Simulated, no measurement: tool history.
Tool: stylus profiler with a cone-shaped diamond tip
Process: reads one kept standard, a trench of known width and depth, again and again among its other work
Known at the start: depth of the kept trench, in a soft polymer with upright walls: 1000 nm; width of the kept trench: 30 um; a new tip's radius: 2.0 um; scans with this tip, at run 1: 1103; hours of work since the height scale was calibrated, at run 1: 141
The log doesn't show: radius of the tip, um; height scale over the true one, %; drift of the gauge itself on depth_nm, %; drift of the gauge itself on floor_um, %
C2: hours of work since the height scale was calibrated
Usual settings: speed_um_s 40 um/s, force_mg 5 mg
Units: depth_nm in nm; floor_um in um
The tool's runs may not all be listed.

Run 1, hour 0: usual settings; scans with this tip 1103; C2 141. Result: depth_nm 1013.85 nm, floor_um 26.25 um.
Run 2, hour 18.3: usual settings but speed_um_s 46 um/s; scans with this tip 1204; C2 154. Result: depth_nm 1013.63 nm, floor_um 26.23 um.
Run 3, hour 26: usual settings; scans with this tip 1247; C2 160. Result: depth_nm 1014.19 nm, floor_um 26.2 um.
Run 4, hour 42.2: usual settings; scans with this tip 1337; C2 171. Result: depth_nm 1013.85 nm, floor_um 26.24 um.
Run 5, hour 61.2: usual settings; scans with this tip 1443; C2 185. Result: depth_nm 1013.53 nm, floor_um 26.24 um.
Run 6, hour 72.5: usual settings; scans with this tip 1505; C2 193. Result: depth_nm 1013.68 nm, floor_um 26.22 um.
Run 7, hour 89.4: usual settings; scans with this tip 1599; C2 205. Result: depth_nm 1013.51 nm, floor_um 26.18 um.
Run 8, hour 108.6: usual settings; scans with this tip 1706; C2 219. Result: depth_nm 1013.5 nm, floor_um 26.17 um.
Run 9, hour 121.6: usual settings; scans with this tip 1778; C2 228. Result: depth_nm 1013.62 nm, floor_um 26.19 um.
Run 10, hour 133.8: usual settings but speed_um_s 118 um/s, force_mg 4.75 mg; scans with this tip 1845; C2 237. Result: depth_nm 1012.57 nm, floor_um 25.85 um.
Run 11, hour 142.6: usual settings but speed_um_s 118 um/s, force_mg 2.83 mg; scans with this tip 1894; C2 243. Result: depth_nm 1008.77 nm, floor_um 25.59 um.
Run 12, hour 161.2: usual settings but speed_um_s 118 um/s, force_mg 14.61 mg; scans with this tip 1997; C2 256. Result: depth_nm 1028.85 nm, floor_um 26.02 um.
Run 13, hour 179.7: usual settings but speed_um_s 118 um/s, force_mg 14.61 mg; scans with this tip 2100; C2 269. Result: depth_nm 1028.51 nm, floor_um 26.03 um.
Run 14, hour 188.3: usual settings but force_mg 12.78 mg; scans with this tip 2148; C2 275. Result: depth_nm 1025.84 nm, floor_um 26.23 um.
Run 15, hour 201: usual settings but force_mg 7.06 mg; scans with this tip 2218; C2 284. Result: depth_nm 1017.38 nm, floor_um 26.11 um.
Run 16, hour 212.1: usual settings but speed_um_s 143 um/s, force_mg 1.69 mg; scans with this tip 2280; C2 292. Result: depth_nm 1005.72 nm, floor_um 25.18 um.
Run 17, hour 219.9: usual settings but speed_um_s 11 um/s, force_mg 11.14 mg; scans with this tip 2323; C2 298. Result: depth_nm 1023.76 nm, floor_um 26.29 um.

5 ways to go on from here, each from the tool as it stands after run 17. What would each give?
Run A, hour 229.7: usual settings but force_mg 11.72 mg; scans with this tip 2378; C2 305. Result: depth_nm ?, floor_um ?.
Run B, hour 229.7: usual settings but speed_um_s 24 um/s, force_mg 6.37 mg; scans with this tip 2378; C2 305. Result: depth_nm ?, floor_um ?.
Run C, hour 229.7: usual settings but speed_um_s 43 um/s; scans with this tip 2378; C2 305. Result: depth_nm ?, floor_um ?.
Run D, hour 229.7: usual settings but speed_um_s 11 um/s, force_mg 8.92 mg; scans with this tip 2378; C2 305. Result: depth_nm ?, floor_um ?.
Run E, hour 229.7: usual settings but speed_um_s 58 um/s, force_mg 3.3 mg; scans with this tip 2378; C2 305. Result: depth_nm ?, floor_um ?.

run  depth_nm  floor_um
  A   1024.38     26.25
  B   1015.98     26.19
  C   1013.27     26.09
  D   1020.08     26.26
  E   1009.65     25.94
Without the tool's hidden state the same runs would have given:
run  depth_nm  floor_um
  A   1025.43     26.47
  B   1017.02     26.41
  C    1014.3     26.32
  D   1021.12     26.48
  E   1010.68     26.16
